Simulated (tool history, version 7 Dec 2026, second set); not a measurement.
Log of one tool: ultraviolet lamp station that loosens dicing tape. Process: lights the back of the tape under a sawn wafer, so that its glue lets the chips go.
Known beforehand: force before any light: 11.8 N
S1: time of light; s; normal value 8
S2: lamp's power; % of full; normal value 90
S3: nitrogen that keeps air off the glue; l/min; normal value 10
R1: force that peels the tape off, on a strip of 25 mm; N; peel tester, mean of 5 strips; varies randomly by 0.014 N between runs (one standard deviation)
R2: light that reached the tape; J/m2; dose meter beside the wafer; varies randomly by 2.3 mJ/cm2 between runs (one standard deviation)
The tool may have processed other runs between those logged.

run,hour,S1,S2,S3,R1,R2
1,0,8,90,10,2.03,1310
# hour 15.9: window cleaned of glue's vapour
2,64.1,8,90,4,3.265,1300
# hour 128.9: lamp changed
3,131.4,8,90,10,0.842,2060
4,174.9,8,90,10,0.895,1960
5,222.1,8,90,10,0.966,1920
# hour 247.2: window cleaned of glue's vapour, once more
6,292.4,8,90,10,0.768,2130
7,375.1,6,90,10,1.571,1520
8,450.3,6,90,10,1.633,1510
9,504.3,6,61,10,3.33,1020
10,557.3,6,61,10,3.355,980
11,599.9,6,61,10,3.345,970
12,648.5,6,61,10,3.528,920
13,688.6,8,90,10,1.174,1810
# hour 750.8: window cleaned of glue's vapour
14,753,8,90,5,1.626,1860
15,796.4,14,90,9,0.288,3220
16,876.4,8,90,8,1.345,1750
17,947.2,8,73,5,2.628,1360
18,989.3,8,73,5,2.743,1360
19,1038.8,8,73,5,2.787,1300
20,1084.7,7,78,10,2.44,1240
21,1134.7,6,72,7,3.868,950
22,1190.1,6,72,7,3.938,870
# hour 1251.4: window cleaned of glue's vapour
23,1257.6,6,72,13,3.294,960
24,1293.4,6,81,16,2.735,1060
25,1352.7,6,81,16,2.855,1000
26,1386.5,6,81,16,2.885,960
27,1430.9,15,86,15,0.388,2480

Below, some changes in R1 between adjacent runs. For each, the amount present without the hidden state too (settings, incoming material, random variation) and the amount remaining for the hidden state with gauge scatter not shared by both compared results:
The hidden state here: lamp's light, % of a new lamp's; light that the window lets through, % of a clean one's; drift of the gauge itself on peel_n, %; drift of the gauge itself on dose_mj_cm2, %.
Run 2 -> 3: S3 4 -> 10, lamp changed. R1 -2.423 N: hidden state -1.844, all else -0.579.
Run 26 -> 27: S1 6 -> 15, S2 81 -> 86, S3 16 -> 15. R1 -2.497 N: hidden state -1.285, all else -1.212.

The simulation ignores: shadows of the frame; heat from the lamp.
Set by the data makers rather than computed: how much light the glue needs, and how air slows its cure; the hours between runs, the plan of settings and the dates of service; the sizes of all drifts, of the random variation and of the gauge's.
